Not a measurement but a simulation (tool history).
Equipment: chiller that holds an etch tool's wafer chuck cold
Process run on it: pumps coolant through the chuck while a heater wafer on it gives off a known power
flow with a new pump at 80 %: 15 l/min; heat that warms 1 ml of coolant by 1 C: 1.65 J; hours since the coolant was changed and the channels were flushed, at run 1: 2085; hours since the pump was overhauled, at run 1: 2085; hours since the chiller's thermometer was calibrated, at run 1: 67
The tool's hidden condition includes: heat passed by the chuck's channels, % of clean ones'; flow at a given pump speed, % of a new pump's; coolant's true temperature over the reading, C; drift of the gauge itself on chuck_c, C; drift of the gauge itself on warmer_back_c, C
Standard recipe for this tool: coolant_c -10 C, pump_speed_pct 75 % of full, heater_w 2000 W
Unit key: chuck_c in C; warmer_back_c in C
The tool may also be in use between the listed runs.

| run | day | coolant_c | pump_speed_pct | heater_w | hours since the coolant was changed and the channels were flushed | hours since the pump was overhauled | hours since the chiller's thermometer was calibrated | chuck_c | warmer_back_c |
|---|---|---|---|---|---|---|---|---|---|
| 1 | 0.000 | -10 | 75 | 2000 | 2085 | 2085 | 67 | 9.1 | 5.71 |
| 2 | 5.371 | -10 | 75 | 2000 | 2214 | 2214 | 196 | 9.5 | 5.82 |
| 3 | 12.304 | -10 | 75 | 2000 | 2380 | 2380 | 363 | 9.5 | 5.82 |
| 4 | 17.692 | -10 | 75 | 2000 | 2510 | 2510 | 492 | 9.9 | 5.90 |
| 5 | 24.546 | -10 | 75 | 2000 | 2674 | 2674 | 656 | 10.1 | 5.89 |
| 6 | 28.729 | -10 | 75 | 2000 | 2775 | 2775 | 757 | 10.6 | 5.93 |
| 7 | 33.621 | -10 | 75 | 2000 | 2892 | 2892 | 874 | 10.7 | 6.02 |
| 8 | 37.425 | -10 | 75 | 2000 | 2983 | 2983 | 966 | 11.0 | 6.04 |
| 9 | 45.129 | -10 | 75 | 2000 | 3168 | 3168 | 1151 | 11.3 | 6.06 |
| 10 | 48.992 | -12 | 75 | 2000 | 3261 | 3261 | 1243 | 9.3 | 6.08 |
| 11 | 53.871 | -19 | 75 | 1020 | 3378 | 3378 | 1360 | -8.1 | 3.12 |
| 12 | 59.517 | -19 | 75 | 1020 | 3513 | 3513 | 1496 | -8.0 | 3.18 |
| 13 | 68.250 | -19 | 75 | 1020 | 3723 | 3723 | 1705 | -7.7 | 3.18 |
| 14 | 75.283 | -10 | 75 | 1557 | 3892 | 3892 | 1874 | 7.8 | 4.94 |
|  | 76.671 | coolant pump overhauled |
|  | 78.946 | coolant changed, channels flushed |
| 15 | 79.479 | -2 | 75 | 2000 | 13 | 61 | 1964 | 13.2 | 5.27 |
| 16 | 83.317 | -7 | 67 | 1877 | 105 | 153 | 2056 | 9.1 | 5.62 |
| 17 | 87.104 | -19 | 62 | 2584 | 196 | 244 | 2147 | 4.8 | 8.47 |
| 18 | 92.450 | -17 | 67 | 1234 | 324 | 373 | 2275 | -6.5 | 3.76 |
| 19 | 99.088 | -17 | 67 | 1234 | 483 | 532 | 2435 | -6.3 | 3.72 |

What if the next run were any one of these 4? Each begins from the tool's condition after run 19:
| A | 104.417 | -9 | 63 | 2848 | 611 | 660 | 2562 | ? | ? |
| B | 104.417 | 0 | 75 | 1195 | 611 | 660 | 2562 | ? | ? |
| C | 104.417 | -14 | 87 | 2067 | 611 | 660 | 2562 | ? | ? |
| D | 104.417 | -17 | 95 | 2259 | 611 | 660 | 2562 | ? | ? |

| run | chuck_c | warmer_back_c |
|---|---|---|
| A | 18.2 | 9.33 |
| B | 9.4 | 3.23 |
| C | 0.5 | 4.66 |
| D | -2.4 | 4.68 |
Without the tool's hidden state the same runs would have given:
| run | chuck_c | warmer_back_c |
|---|---|---|
| A | 16.9 | 9.02 |
| B | 9.3 | 3.12 |
| C | 0.0 | 4.50 |
| D | -2.9 | 4.52 |
